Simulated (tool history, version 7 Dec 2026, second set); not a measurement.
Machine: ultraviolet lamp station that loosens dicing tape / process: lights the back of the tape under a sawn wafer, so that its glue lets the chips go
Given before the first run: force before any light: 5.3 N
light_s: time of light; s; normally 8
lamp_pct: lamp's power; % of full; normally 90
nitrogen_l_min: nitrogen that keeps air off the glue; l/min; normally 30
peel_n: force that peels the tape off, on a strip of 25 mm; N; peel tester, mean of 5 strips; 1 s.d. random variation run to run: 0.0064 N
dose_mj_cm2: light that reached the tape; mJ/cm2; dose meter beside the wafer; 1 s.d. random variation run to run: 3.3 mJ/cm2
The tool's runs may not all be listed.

run,day,light_s,lamp_pct,nitrogen_l_min,peel_n,dose_mj_cm2
1,0,8,90,30,0.271,477
2,0.417,8,90,30,0.269,477
3,1.025,8,90,54,0.214,470
4,1.392,8,90,54,0.22,470
5,1.771,8,90,54,0.216,469
6,2.388,8,90,54,0.212,472
7,2.883,13,90,54,0.1,752
8,3.438,13,90,54,0.099,758
9,3.833,13,90,18,0.14,750
10,4.412,13,90,18,0.124,746
11,5.042,13,90,18,0.128,734
12,5.454,8,67,30,0.562,337
# day 5.525: window cleaned of glue's vapour
13,5.821,8,81,25,0.445,398
14,6.225,7,73,25,0.724,311
15,6.679,8,100,59,0.2,486
16,7.062,8,96,33,0.268,461
17,7.45,8,96,33,0.276,463
18,7.733,4,96,23,1.266,231
19,8.288,5,63,23,1.551,187
# day 8.412: window cleaned of glue's vapour, once more
20,8.962,8,72,30,0.44,384
21,9.271,8,72,10,0.759,378

Alternative continuations, all from the tool just after run 21; predict every row:
A,9.762,9,72,44,?,?
B,9.762,11,97,9,?,?
C,9.762,6,90,30,?,?
D,9.762,8,72,10,?,?

run,peel_n,dose_mj_cm2
A,0.308,422
B,0.208,704
C,0.535,353
D,0.796,376
With the hidden condition removed and each run's random variation left untouched, the same runs would have given:
run,peel_n,dose_mj_cm2
A,0.229,480
B,0.156,801
C,0.406,402
D,0.622,428

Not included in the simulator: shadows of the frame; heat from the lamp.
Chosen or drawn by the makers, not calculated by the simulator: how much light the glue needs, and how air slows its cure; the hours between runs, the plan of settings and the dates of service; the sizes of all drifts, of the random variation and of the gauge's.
